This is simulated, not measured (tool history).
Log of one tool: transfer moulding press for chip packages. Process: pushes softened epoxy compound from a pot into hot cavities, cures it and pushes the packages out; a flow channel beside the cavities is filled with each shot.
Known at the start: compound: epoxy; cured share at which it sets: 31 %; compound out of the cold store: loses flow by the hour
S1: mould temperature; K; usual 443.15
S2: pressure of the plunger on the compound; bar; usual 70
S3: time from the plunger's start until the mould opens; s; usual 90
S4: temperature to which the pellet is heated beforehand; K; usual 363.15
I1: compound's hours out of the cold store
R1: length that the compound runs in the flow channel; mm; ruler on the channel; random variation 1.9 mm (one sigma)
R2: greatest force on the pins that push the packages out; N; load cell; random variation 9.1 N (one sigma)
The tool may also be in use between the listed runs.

run 1 day=0 | S1=443.15 S2=70 S3=90 S4=363.15 | I1=41.6 | R1=632 R2=608
-- day=0.192 cavities cleaned with cleaning compound and waxed
run 2 day=1.062 | S1=443.15 S2=70 S3=90 S4=363.15 | I1=39.1 | R1=631 R2=530
run 3 day=1.883 | S1=443.15 S2=70 S3=90 S4=363.15 | I1=19.9 | R1=695 R2=592
-- day=2.412 cavities cleaned with cleaning compound and waxed
run 4 day=2.588 | S1=442.15 S2=70 S3=90 S4=363.15 | I1=18 | R1=701 R2=477
run 5 day=3.004 | S1=442.15 S2=70 S3=90 S4=363.15 | I1=32 | R1=647 R2=517
run 6 day=3.554 | S1=443.15 S2=70 S3=90 S4=363.15 | I1=43.9 | R1=609 R2=536
run 7 day=4.117 | S1=443.15 S2=70 S3=73 S4=363.15 | I1=22.5 | R1=676 R2=908
-- day=4.633 cavities cleaned with cleaning compound and waxed
run 8 day=4.708 | S1=443.15 S2=70 S3=73 S4=363.15 | I1=37 | R1=627 R2=633
run 9 day=5.617 | S1=443.15 S2=70 S3=73 S4=363.15 | I1=29.5 | R1=649 R2=778
run 10 day=6.3 | S1=443.15 S2=70 S3=73 S4=363.15 | I1=14.6 | R1=698 R2=934
-- day=6.871 cavities cleaned with cleaning compound and waxed
run 11 day=6.871 | S1=443.15 S2=70 S3=73 S4=363.15 | I1=18.4 | R1=683 R2=614
run 12 day=7.321 | S1=443.15 S2=70 S3=73 S4=363.15 | I1=36.3 | R1=621 R2=684
-- day=7.667 plunger's sealing rings changed
run 13 day=7.917 | S1=443.15 S2=70 S3=73 S4=363.15 | I1=22.7 | R1=695 R2=807
run 14 day=8.85 | S1=443.15 S2=70 S3=73 S4=363.15 | I1=13.2 | R1=722 R2=964
-- day=9.196 cavities cleaned with cleaning compound and waxed
run 15 day=9.754 | S1=438.15 S2=72.8 S3=90 S4=363.15 | I1=9.5 | R1=763 R2=708
run 16 day=10.712 | S1=436.15 S2=70 S3=104 S4=363.15 | I1=29.6 | R1=677 R2=649
-- day=11.458 cavities cleaned with cleaning compound and waxed
run 17 day=11.758 | S1=443.15 S2=70 S3=113 S4=363.15 | I1=24 | R1=673 R2=400
run 18 day=12.783 | S1=435.15 S2=70 S3=113 S4=360.15 | I1=18.4 | R1=710 R2=598
run 19 day=13.262 | S1=443.15 S2=70 S3=86 S4=360.15 | I1=43.3 | R1=609 R2=614
-- day=13.696 cavities cleaned with cleaning compound and waxed
run 20 day=14.283 | S1=443.15 S2=70 S3=86 S4=360.15 | I1=11.6 | R1=715 R2=540
run 21 day=15.254 | S1=443.15 S2=70 S3=86 S4=360.15 | I1=9 | R1=715 R2=648
-- day=15.921 cavities cleaned with cleaning compound and waxed
-- day=16.3 plunger's sealing rings changed
run 22 day=16.438 | S1=450.15 S2=54.2 S3=86 S4=360.15 | I1=19.2 | R1=609 R2=402
run 23 day=17.275 | S1=450.15 S2=54.2 S3=86 S4=360.15 | I1=37.8 | R1=550 R2=495
run 24 day=17.696 | S1=443.15 S2=56.6 S3=85 S4=370.15 | I1=16.9 | R1=636 R2=607
-- day=18.229 cavities cleaned with cleaning compound and waxed
run 25 day=18.342 | S1=446.15 S2=70 S3=90 S4=354.15 | I1=29.9 | R1=653 R2=397
run 26 day=19.017 | S1=442.15 S2=70 S3=90 S4=363.15 | I1=39.3 | R1=627 R2=535
run 27 day=19.729 | S1=441.15 S2=70 S3=120 S4=370.15 | I1=15.7 | R1=710 R2=496
-- day=20.496 cavities cleaned with cleaning compound and waxed
run 28 day=20.608 | S1=445.15 S2=59.8 S3=125 S4=359.15 | I1=13.4 | R1=653 R2=365

Forecast each of these 4 alternatives for the next run:
run A day=21.467 | S1=451.15 S2=70 S3=77 S4=364.15 | I1=43.4 | R1=? R2=?
run B day=21.467 | S1=445.15 S2=60.9 S3=88 S4=358.15 | I1=10.2 | R1=? R2=?
run C day=21.467 | S1=450.15 S2=59.8 S3=118 S4=373.15 | I1=18.6 | R1=? R2=?
run D day=21.467 | S1=441.15 S2=63 S3=90 S4=354.15 | I1=37.1 | R1=? R2=?

run=A R1=590 R2=482
run=B R1=669 R2=530
run=C R1=616 R2=440
run=D R1=598 R2=565
Without the tool's hidden state the same runs would have given:
run=A R1=607 R2=372
run=B R1=689 R2=422
run=C R1=635 R2=331
run=D R1=616 R2=456

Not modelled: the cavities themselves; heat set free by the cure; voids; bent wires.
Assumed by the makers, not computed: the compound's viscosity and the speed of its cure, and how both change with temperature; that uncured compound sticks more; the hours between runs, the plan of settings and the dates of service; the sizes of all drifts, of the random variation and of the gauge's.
